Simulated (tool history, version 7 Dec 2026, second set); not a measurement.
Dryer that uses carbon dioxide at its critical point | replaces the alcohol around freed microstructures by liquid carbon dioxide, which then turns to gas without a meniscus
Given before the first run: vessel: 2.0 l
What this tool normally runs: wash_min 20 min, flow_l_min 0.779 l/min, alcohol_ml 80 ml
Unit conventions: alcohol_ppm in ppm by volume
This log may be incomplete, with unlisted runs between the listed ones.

{"run": 1, "hour": 0.0, "wash_min": 20, "flow_l_min": 0.779, "alcohol_ml": 80, "alcohol_ppm": 125}
{"run": 2, "hour": 8.6, "wash_min": 20, "flow_l_min": 0.779, "alcohol_ml": 80, "alcohol_ppm": 122}
{"run": 3, "hour": 16.5, "wash_min": 15, "flow_l_min": 0.779, "alcohol_ml": 80, "alcohol_ppm": 469}
{"run": 4, "hour": 21.9, "wash_min": 15, "flow_l_min": 0.779, "alcohol_ml": 24, "alcohol_ppm": 173}
{"run": 5, "hour": 29.1, "wash_min": 15, "flow_l_min": 0.779, "alcohol_ml": 24, "alcohol_ppm": 159}
{"run": 6, "hour": 34.9, "wash_min": 15, "flow_l_min": 0.779, "alcohol_ml": 24, "alcohol_ppm": 164}
{"run": 7, "hour": 42.4, "wash_min": 15, "flow_l_min": 0.779, "alcohol_ml": 24, "alcohol_ppm": 163}
{"run": 8, "hour": 52.3, "wash_min": 20, "flow_l_min": 0.779, "alcohol_ml": 100, "alcohol_ppm": 159}
{"run": 9, "hour": 60.8, "wash_min": 20, "flow_l_min": 0.779, "alcohol_ml": 100, "alcohol_ppm": 162}
{"run": 10, "hour": 70.7, "wash_min": 20, "flow_l_min": 0.779, "alcohol_ml": 100, "alcohol_ppm": 165}
{"run": 11, "hour": 78.5, "wash_min": 20, "flow_l_min": 1.126, "alcohol_ml": 100, "alcohol_ppm": 45}
{"run": 12, "hour": 87.1, "wash_min": 20, "flow_l_min": 1.126, "alcohol_ml": 81, "alcohol_ppm": 47}
{"run": 13, "hour": 92.8, "wash_min": 20, "flow_l_min": 0.957, "alcohol_ml": 80, "alcohol_ppm": 54}
{"run": 14, "hour": 101.6, "wash_min": 20, "flow_l_min": 0.957, "alcohol_ml": 80, "alcohol_ppm": 61}
{"run": 15, "hour": 108.7, "wash_min": 17, "flow_l_min": 0.779, "alcohol_ml": 80, "alcohol_ppm": 283}
{"run": 16, "hour": 114.6, "wash_min": 13, "flow_l_min": 0.779, "alcohol_ml": 80, "alcohol_ppm": 839}
{"run": 17, "hour": 121.8, "wash_min": 17, "flow_l_min": 0.779, "alcohol_ml": 80, "alcohol_ppm": 293}
{"run": 18, "hour": 131.6, "wash_min": 20, "flow_l_min": 0.779, "alcohol_ml": 80, "alcohol_ppm": 144}
{"run": 19, "hour": 136.6, "wash_min": 20, "flow_l_min": 0.779, "alcohol_ml": 80, "alcohol_ppm": 145}
{"run": 20, "hour": 141.1, "wash_min": 20, "flow_l_min": 0.779, "alcohol_ml": 80, "alcohol_ppm": 136}
{"run": 21, "hour": 148.7, "wash_min": 20, "flow_l_min": 0.779, "alcohol_ml": 80, "alcohol_ppm": 140}
{"run": 22, "hour": 155.6, "wash_min": 20, "flow_l_min": 0.779, "alcohol_ml": 90, "alcohol_ppm": 163}
{"run": 23, "hour": 161.9, "wash_min": 15, "flow_l_min": 0.779, "alcohol_ml": 80, "alcohol_ppm": 506}
{"run": 24, "hour": 167.7, "wash_min": 15, "flow_l_min": 0.779, "alcohol_ml": 80, "alcohol_ppm": 503}
{"run": 25, "hour": 172.1, "wash_min": 23, "flow_l_min": 0.543, "alcohol_ml": 94, "alcohol_ppm": 452}
{"run": 26, "hour": 178.3, "wash_min": 30, "flow_l_min": 0.673, "alcohol_ml": 99, "alcohol_ppm": 78}
{"run": 27, "hour": 184.2, "wash_min": 13, "flow_l_min": 1.262, "alcohol_ml": 32, "alcohol_ppm": 63}
{"run": 28, "hour": 193.5, "wash_min": 22, "flow_l_min": 0.955, "alcohol_ml": 88, "alcohol_ppm": 61}
{"run": 29, "hour": 201.6, "wash_min": 22, "flow_l_min": 0.955, "alcohol_ml": 88, "alcohol_ppm": 56}
{"run": 30, "hour": 209.0, "wash_min": 20, "flow_l_min": 0.779, "alcohol_ml": 28, "alcohol_ppm": 82}
{"run": 31, "hour": 217.2, "wash_min": 20, "flow_l_min": 0.779, "alcohol_ml": 28, "alcohol_ppm": 75}
{"run": 32, "hour": 224.8, "wash_min": 12, "flow_l_min": 0.779, "alcohol_ml": 27, "alcohol_ppm": 433}
{"run": 33, "hour": 229.0, "wash_min": 13, "flow_l_min": 1.032, "alcohol_ml": 54, "alcohol_ppm": 204}
{"run": 34, "hour": 235.3, "wash_min": 13, "flow_l_min": 1.032, "alcohol_ml": 64, "alcohol_ppm": 246}
{"run": 35, "hour": 241.9, "wash_min": 30, "flow_l_min": 1.211, "alcohol_ml": 21, "alcohol_ppm": 45}
{"run": 36, "hour": 247.8, "wash_min": 15, "flow_l_min": 0.773, "alcohol_ml": 80, "alcohol_ppm": 514}
{"run": 37, "hour": 253.8, "wash_min": 20, "flow_l_min": 0.735, "alcohol_ml": 54, "alcohol_ppm": 153}
{"run": 38, "hour": 263.7, "wash_min": 21, "flow_l_min": 1.047, "alcohol_ml": 22, "alcohol_ppm": 54}
{"run": 39, "hour": 268.1, "wash_min": 21, "flow_l_min": 1.248, "alcohol_ml": 22, "alcohol_ppm": 53}
{"run": 40, "hour": 274.9, "wash_min": 22, "flow_l_min": 1.133, "alcohol_ml": 116, "alcohol_ppm": 55}
{"run": 41, "hour": 280.4, "wash_min": 22, "flow_l_min": 1.133, "alcohol_ml": 116, "alcohol_ppm": 59}
{"run": 42, "hour": 289.2, "wash_min": 16, "flow_l_min": 0.633, "alcohol_ml": 80, "alcohol_ppm": 934}
{"run": 43, "hour": 293.8, "wash_min": 16, "flow_l_min": 0.633, "alcohol_ml": 80, "alcohol_ppm": 944}
{"run": 44, "hour": 303.6, "wash_min": 16, "flow_l_min": 0.633, "alcohol_ml": 80, "alcohol_ppm": 929}
{"run": 45, "hour": 313.2, "wash_min": 17, "flow_l_min": 1.171, "alcohol_ml": 80, "alcohol_ppm": 70}
{"run": 46, "hour": 318.3, "wash_min": 17, "flow_l_min": 1.171, "alcohol_ml": 28, "alcohol_ppm": 56}
{"run": 47, "hour": 326.7, "wash_min": 16, "flow_l_min": 0.675, "alcohol_ml": 41, "alcohol_ppm": 415}

Below, each run's measurement less what the same run would have read without the hidden state. Both values contain the same run-to-run variation, but the gauge's scatter may not be the same in both:
Hidden conditions of the tool in this case: flow that reaches the vessel past the clogged filter, %; alcohol in the recycled carbon dioxide, ppm; drift of the gauge itself on alcohol_ppm, %.
run=1 alcohol_ppm=+32
run=2 alcohol_ppm=+33
run=3 alcohol_ppm=+51
run=4 alcohol_ppm=+34
run=5 alcohol_ppm=+34
run=6 alcohol_ppm=+36
run=7 alcohol_ppm=+37
run=8 alcohol_ppm=+41
run=9 alcohol_ppm=+41
run=10 alcohol_ppm=+42
run=11 alcohol_ppm=+33
run=12 alcohol_ppm=+33
run=13 alcohol_ppm=+35
run=14 alcohol_ppm=+36
run=15 alcohol_ppm=+56
run=16 alcohol_ppm=+95
run=17 alcohol_ppm=+60
run=18 alcohol_ppm=+47
run=19 alcohol_ppm=+47
run=20 alcohol_ppm=+47
run=21 alcohol_ppm=+49
run=22 alcohol_ppm=+52
run=23 alcohol_ppm=+84
run=24 alcohol_ppm=+84
run=25 alcohol_ppm=+81
run=26 alcohol_ppm=+43
run=27 alcohol_ppm=+42
run=28 alcohol_ppm=+42
run=29 alcohol_ppm=+42
run=30 alcohol_ppm=+47
run=31 alcohol_ppm=+47
run=32 alcohol_ppm=+79
run=33 alcohol_ppm=+63
run=34 alcohol_ppm=+71
run=35 alcohol_ppm=+42
run=36 alcohol_ppm=+99
run=37 alcohol_ppm=+61
run=38 alcohol_ppm=+48
run=39 alcohol_ppm=+46
run=40 alcohol_ppm=+46
run=41 alcohol_ppm=+48
run=42 alcohol_ppm=+149
run=43 alcohol_ppm=+151
run=44 alcohol_ppm=+152
run=45 alcohol_ppm=+52
run=46 alcohol_ppm=+51
run=47 alcohol_ppm=+98

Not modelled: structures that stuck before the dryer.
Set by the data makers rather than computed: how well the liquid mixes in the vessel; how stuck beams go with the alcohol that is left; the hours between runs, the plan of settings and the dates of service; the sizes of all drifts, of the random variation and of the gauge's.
